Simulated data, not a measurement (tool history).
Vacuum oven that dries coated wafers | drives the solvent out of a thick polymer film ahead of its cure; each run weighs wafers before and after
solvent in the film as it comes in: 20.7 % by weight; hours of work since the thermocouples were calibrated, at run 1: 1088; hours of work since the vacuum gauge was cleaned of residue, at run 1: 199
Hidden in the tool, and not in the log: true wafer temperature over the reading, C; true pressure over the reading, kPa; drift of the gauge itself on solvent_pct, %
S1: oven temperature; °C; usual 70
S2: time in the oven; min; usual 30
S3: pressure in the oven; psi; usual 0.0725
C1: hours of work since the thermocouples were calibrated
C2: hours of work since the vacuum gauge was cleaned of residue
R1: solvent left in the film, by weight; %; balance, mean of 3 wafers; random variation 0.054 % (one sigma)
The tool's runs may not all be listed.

run	hour	S1	S2	S3	C1	C2	R1
1	0.0	70	30	0.0725	1088	199	3.15
2	65.3	70	24	0.0725	1117	228	4.31
3	100.6	70	24	0.0725	1133	244	4.39
4	137.0	70	30	0.0725	1150	260	3.18
5	169.4	70	27	0.0725	1164	275	3.83
6	229.3	70	27	0.0725	1191	302	3.83
# hour 237.9: oven's thermocouples calibrated
7	283.8	70	30	0.0377	21	326	2.73
8	356.4	70	30	0.0627	53	358	2.97
9	399.8	70	30	0.1342	73	378	3.67
10	439.2	70	30	0.0725	91	395	3.12
11	494.1	70	30	0.0725	115	420	3.13
12	560.6	70	30	0.0725	145	450	3.23
13	623.3	70	30	0.0725	173	478	3.11
14	695.0	70	30	0.0725	206	511	3.10
15	741.0	70	30	0.0725	226	531	3.32
16	806.5	70	30	0.0424	256	561	2.90
17	849.2	70	30	0.0424	275	580	2.93
18	919.3	58	17	0.1237	307	612	11.96
19	961.6	58	17	0.1237	326	631	11.90
20	999.5	72	30	0.0725	343	648	2.66
21	1069.8	69	18	0.0811	374	679	6.53
22	1137.1	69	40	0.0908	405	710	2.60
23	1184.1	81	40	0.0471	426	731	0.48
24	1251.0	81	40	0.0471	456	761	0.55
25	1303.2	81	40	0.0724	479	784	0.70
26	1375.6	70	27	0.0725	512	817	3.87
27	1434.8	82	26	0.0725	539	844	1.03
28	1477.4	84	20	0.1434	558	863	1.53
29	1532.5	70	39	0.0995	583	887	2.69
30	1578.9	69	39	0.0516	603	908	2.55
31	1620.0	56	33	0.0569	622	927	9.09
32	1689.7	56	33	0.2263	653	958	10.97

5 ways to go on from here, each from the tool as it stands after run 32. What would each give?
A	1759.4	56	19	0.0561	685	990	?
B	1759.4	56	30	0.2263	685	990	?
C	1759.4	60	53	0.2260	685	990	?
D	1759.4	70	24	0.0373	685	990	?
E	1759.4	56	33	0.0566	685	990	?

run	R1
A	11.97
B	11.66
C	6.73
D	4.31
E	9.29
Without the tool's hidden state the same runs would have given:
run	R1
A	11.35
B	10.87
C	5.86
D	3.69
E	8.48

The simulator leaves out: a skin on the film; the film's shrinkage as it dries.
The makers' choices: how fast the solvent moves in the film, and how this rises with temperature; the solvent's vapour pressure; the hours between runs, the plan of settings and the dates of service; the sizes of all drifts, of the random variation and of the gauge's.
